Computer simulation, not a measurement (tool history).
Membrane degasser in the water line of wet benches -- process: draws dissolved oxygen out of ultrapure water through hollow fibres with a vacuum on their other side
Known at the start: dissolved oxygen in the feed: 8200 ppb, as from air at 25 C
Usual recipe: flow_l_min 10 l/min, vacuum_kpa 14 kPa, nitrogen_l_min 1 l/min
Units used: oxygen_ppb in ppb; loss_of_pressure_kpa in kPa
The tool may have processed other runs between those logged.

{"run": 1, "hour": 0.0, "flow_l_min": 10, "vacuum_kpa": 14, "nitrogen_l_min": 1, "oxygen_ppb": 428.9, "loss_of_pressure_kpa": 38.99}
{"run": 2, "hour": 149.3, "flow_l_min": 10, "vacuum_kpa": 14, "nitrogen_l_min": 0.65, "oxygen_ppb": 537.5, "loss_of_pressure_kpa": 38.89}
{"run": 3, "hour": 292.1, "flow_l_min": 10, "vacuum_kpa": 14, "nitrogen_l_min": 0.65, "oxygen_ppb": 538.2, "loss_of_pressure_kpa": 38.82}
{"run": 4, "hour": 381.2, "flow_l_min": 10, "vacuum_kpa": 14, "nitrogen_l_min": 0.65, "oxygen_ppb": 541.6, "loss_of_pressure_kpa": 39.01}
{"run": 5, "hour": 463.4, "flow_l_min": 10, "vacuum_kpa": 17.4, "nitrogen_l_min": 1, "oxygen_ppb": 497.7, "loss_of_pressure_kpa": 39.17}
{"run": 6, "hour": 532.7, "flow_l_min": 10, "vacuum_kpa": 14, "nitrogen_l_min": 1, "oxygen_ppb": 423.7, "loss_of_pressure_kpa": 38.99}
{"run": 7, "hour": 639.5, "flow_l_min": 13, "vacuum_kpa": 14, "nitrogen_l_min": 1, "oxygen_ppb": 591.5, "loss_of_pressure_kpa": 50.99}
{"run": 8, "hour": 756.8, "flow_l_min": 10, "vacuum_kpa": 14, "nitrogen_l_min": 1, "oxygen_ppb": 423.4, "loss_of_pressure_kpa": 39.17}
{"run": 9, "hour": 889.1, "flow_l_min": 10, "vacuum_kpa": 14, "nitrogen_l_min": 1, "oxygen_ppb": 423.6, "loss_of_pressure_kpa": 39.23}
{"run": 10, "hour": 962.7, "flow_l_min": 10, "vacuum_kpa": 14, "nitrogen_l_min": 1, "oxygen_ppb": 422.7, "loss_of_pressure_kpa": 39.37}
{"run": 11, "hour": 1092.4, "flow_l_min": 10, "vacuum_kpa": 14, "nitrogen_l_min": 1, "oxygen_ppb": 422.9, "loss_of_pressure_kpa": 39.07}
{"run": 12, "hour": 1156.7, "flow_l_min": 8, "vacuum_kpa": 14, "nitrogen_l_min": 1, "oxygen_ppb": 315.8, "loss_of_pressure_kpa": 31.18}
{"hour": 1271.9, "done": "vacuum gauge calibrated"}
{"run": 13, "hour": 1286.4, "flow_l_min": 8, "vacuum_kpa": 14, "nitrogen_l_min": 1, "oxygen_ppb": 310.7, "loss_of_pressure_kpa": 31.13}
{"run": 14, "hour": 1431.4, "flow_l_min": 8, "vacuum_kpa": 14, "nitrogen_l_min": 1, "oxygen_ppb": 305.3, "loss_of_pressure_kpa": 31.4}
{"run": 15, "hour": 1521.1, "flow_l_min": 10, "vacuum_kpa": 14, "nitrogen_l_min": 1, "oxygen_ppb": 417.9, "loss_of_pressure_kpa": 39.28}
{"run": 16, "hour": 1584.1, "flow_l_min": 10, "vacuum_kpa": 14, "nitrogen_l_min": 1, "oxygen_ppb": 418.7, "loss_of_pressure_kpa": 39.25}
{"run": 17, "hour": 1728.6, "flow_l_min": 10, "vacuum_kpa": 14, "nitrogen_l_min": 1, "oxygen_ppb": 424.2, "loss_of_pressure_kpa": 39.28}
{"run": 18, "hour": 1795.2, "flow_l_min": 10, "vacuum_kpa": 32.1, "nitrogen_l_min": 1, "oxygen_ppb": 789.7, "loss_of_pressure_kpa": 39.05}
{"run": 19, "hour": 1870.9, "flow_l_min": 10, "vacuum_kpa": 28.1, "nitrogen_l_min": 1.26, "oxygen_ppb": 618.3, "loss_of_pressure_kpa": 39.28}
{"run": 20, "hour": 2008.0, "flow_l_min": 10, "vacuum_kpa": 28.8, "nitrogen_l_min": 1, "oxygen_ppb": 729.8, "loss_of_pressure_kpa": 39.35}
{"run": 21, "hour": 2093.3, "flow_l_min": 8, "vacuum_kpa": 14.6, "nitrogen_l_min": 1, "oxygen_ppb": 322.5, "loss_of_pressure_kpa": 31.42}
{"run": 22, "hour": 2244.1, "flow_l_min": 9, "vacuum_kpa": 11.4, "nitrogen_l_min": 1, "oxygen_ppb": 313.7, "loss_of_pressure_kpa": 35.35}
{"run": 23, "hour": 2317.1, "flow_l_min": 9, "vacuum_kpa": 11.4, "nitrogen_l_min": 1, "oxygen_ppb": 312.9, "loss_of_pressure_kpa": 35.4}
{"run": 24, "hour": 2443.4, "flow_l_min": 10, "vacuum_kpa": 9.7, "nitrogen_l_min": 0.59, "oxygen_ppb": 418.6, "loss_of_pressure_kpa": 39.06}
{"run": 25, "hour": 2589.2, "flow_l_min": 10, "vacuum_kpa": 9.7, "nitrogen_l_min": 0.8, "oxygen_ppb": 360.6, "loss_of_pressure_kpa": 39.18}
{"run": 26, "hour": 2723.4, "flow_l_min": 8, "vacuum_kpa": 20.3, "nitrogen_l_min": 1.54, "oxygen_ppb": 319.7, "loss_of_pressure_kpa": 31.39}
{"run": 27, "hour": 2866.9, "flow_l_min": 12, "vacuum_kpa": 17.5, "nitrogen_l_min": 2.94, "oxygen_ppb": 394.7, "loss_of_pressure_kpa": 47.15}
{"run": 28, "hour": 3018.4, "flow_l_min": 12, "vacuum_kpa": 17.5, "nitrogen_l_min": 2.94, "oxygen_ppb": 391.4, "loss_of_pressure_kpa": 47.07}
{"run": 29, "hour": 3105.7, "flow_l_min": 7, "vacuum_kpa": 17.4, "nitrogen_l_min": 0.76, "oxygen_ppb": 383.9, "loss_of_pressure_kpa": 27.5}
{"run": 30, "hour": 3255.6, "flow_l_min": 10, "vacuum_kpa": 9.4, "nitrogen_l_min": 2.03, "oxygen_ppb": 256.3, "loss_of_pressure_kpa": 39.53}
{"run": 31, "hour": 3397.3, "flow_l_min": 10, "vacuum_kpa": 9.4, "nitrogen_l_min": 2.03, "oxygen_ppb": 255.4, "loss_of_pressure_kpa": 39.47}

Alternative continuations, all from the tool just after run 31; predict every row:
{"run": "A", "hour": 3487.3, "flow_l_min": 11, "vacuum_kpa": 20.5, "nitrogen_l_min": 2.03, "oxygen_ppb": "?", "loss_of_pressure_kpa": "?"}
{"run": "B", "hour": 3487.3, "flow_l_min": 10, "vacuum_kpa": 15.8, "nitrogen_l_min": 0.72, "oxygen_ppb": "?", "loss_of_pressure_kpa": "?"}
{"run": "C", "hour": 3487.3, "flow_l_min": 8, "vacuum_kpa": 9.4, "nitrogen_l_min": 2.83, "oxygen_ppb": "?", "loss_of_pressure_kpa": "?"}

run=A oxygen_ppb=435.2 loss_of_pressure_kpa=43.24
run=B oxygen_ppb=562.4 loss_of_pressure_kpa=39.55
run=C oxygen_ppb=157.5 loss_of_pressure_kpa=31.66
With the hidden condition removed and each run's random variation left untouched, the same runs would have given:
run=A oxygen_ppb=423.4 loss_of_pressure_kpa=42.77
run=B oxygen_ppb=549.2 loss_of_pressure_kpa=39.12
run=C oxygen_ppb=150.9 loss_of_pressure_kpa=31.32
